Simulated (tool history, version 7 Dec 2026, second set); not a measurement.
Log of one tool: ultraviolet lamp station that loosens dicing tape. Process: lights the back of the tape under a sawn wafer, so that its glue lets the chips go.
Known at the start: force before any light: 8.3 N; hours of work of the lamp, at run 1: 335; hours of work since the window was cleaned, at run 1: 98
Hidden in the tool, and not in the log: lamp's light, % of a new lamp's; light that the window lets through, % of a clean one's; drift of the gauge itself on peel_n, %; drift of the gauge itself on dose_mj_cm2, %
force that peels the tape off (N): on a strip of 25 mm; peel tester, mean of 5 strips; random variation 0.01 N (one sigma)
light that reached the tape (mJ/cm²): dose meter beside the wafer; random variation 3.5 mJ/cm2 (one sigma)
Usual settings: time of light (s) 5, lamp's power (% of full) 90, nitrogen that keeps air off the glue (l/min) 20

| run | hour | time of light (s) | lamp's power (% of full) | nitrogen that keeps air off the glue (l/min) | hours of work of the lamp | hours of work since the window was cleaned | force that peels the tape off (N) | light that reached the tape (mJ/cm²) |
|---|---|---|---|---|---|---|---|---|
| 1 | 0 | 5 | 90 | 20 | 335 | 98 | 0.437 | 564 |
| 2 | 31.9 | 5 | 90 | 12 | 351 | 114 | 0.608 | 573 |
| 3 | 54.8 | 5 | 90 | 32 | 363 | 126 | 0.337 | 575 |
| 4 | 88.4 | 5 | 90 | 6 | 380 | 144 | 0.971 | 569 |
| 5 | 122.3 | 5 | 90 | 6 | 398 | 161 | 0.967 | 566 |
| 6 | 152.5 | 5 | 90 | 20 | 413 | 177 | 0.43 | 570 |
| 7 | 178.6 | 5 | 90 | 20 | 427 | 190 | 0.431 | 571 |
| 8 | 194.6 | 5 | 90 | 20 | 435 | 198 | 0.425 | 565 |
| 9 | 219.7 | 3 | 90 | 20 | 448 | 211 | 1.243 | 341 |
| 10 | 250.7 | 3 | 90 | 20 | 464 | 227 | 1.269 | 345 |
| 11 | 286.2 | 3 | 90 | 20 | 482 | 246 | 1.253 | 339 |
| 12 | 312.5 | 8 | 90 | 20 | 496 | 259 | 0.198 | 910 |
| 13 | 329.8 | 5 | 90 | 11 | 505 | 268 | 0.616 | 572 |
| 14 | 361.8 | 8 | 84 | 12 | 521 | 285 | 0.256 | 854 |
|  | 375 | window cleaned of glue's vapour |
| 15 | 398.3 | 8 | 84 | 12 | 540 | 12 | 0.262 | 850 |
| 16 | 433.6 | 8 | 84 | 12 | 558 | 30 | 0.263 | 849 |

4 ways to go on from here, each from the tool as it stands after run 16. What would each give?
| A | 450.3 | 3 | 62 | 26 | 567 | 39 | ? | ? |
| B | 450.3 | 6 | 90 | 20 | 567 | 39 | ? | ? |
| C | 450.3 | 6 | 84 | 12 | 567 | 39 | ? | ? |
| D | 450.3 | 10 | 84 | 16 | 567 | 39 | ? | ? |

| run | force that peels the tape off (N) | light that reached the tape (mJ/cm²) |
|---|---|---|
| A | 1.935 | 238 |
| B | 0.298 | 689 |
| C | 0.467 | 642 |
| D | 0.182 | 1063 |
Without the tool's hidden state the same runs would have given:
| run | force that peels the tape off (N) | light that reached the tape (mJ/cm²) |
|---|---|---|
| A | 1.933 | 238 |
| B | 0.297 | 690 |
| C | 0.466 | 643 |
| D | 0.182 | 1064 |
